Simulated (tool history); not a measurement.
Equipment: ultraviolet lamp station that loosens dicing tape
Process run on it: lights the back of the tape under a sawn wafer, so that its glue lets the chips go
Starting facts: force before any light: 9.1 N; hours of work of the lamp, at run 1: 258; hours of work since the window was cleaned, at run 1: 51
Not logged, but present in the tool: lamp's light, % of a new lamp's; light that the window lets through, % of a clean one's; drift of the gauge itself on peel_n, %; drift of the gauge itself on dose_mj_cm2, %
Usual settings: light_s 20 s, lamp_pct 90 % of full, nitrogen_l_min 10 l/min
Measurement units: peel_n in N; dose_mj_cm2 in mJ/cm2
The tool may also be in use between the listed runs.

run	hour	light_s	lamp_pct	nitrogen_l_min	hours of work of the lamp	hours of work since the window was cleaned	peel_n	dose_mj_cm2
1	0.0	20	90	10	258	51	0.571	535
2	38.0	10	90	10	275	67	2.175	262
3	83.4	10	90	10	294	87	2.146	258
4	103.2	10	60	10	303	96	3.397	169
5	126.8	10	60	10	313	106	3.388	168
6	145.8	10	60	10	322	115	3.482	169
7	187.0	10	60	10	340	133	3.490	169
# hour 190.4: window cleaned of glue's vapour
8	226.2	10	60	10	357	16	3.632	156

For run 9, what comes out?
9	264.2	10	60	10	373	32	?	?

{"run 9": {"peel_n": 3.669, "dose_mj_cm2": 154}}
Minus the tool's unlogged condition, the same run would have read peel_n 3.018 N, dose_mj_cm2 189 mJ/cm2.
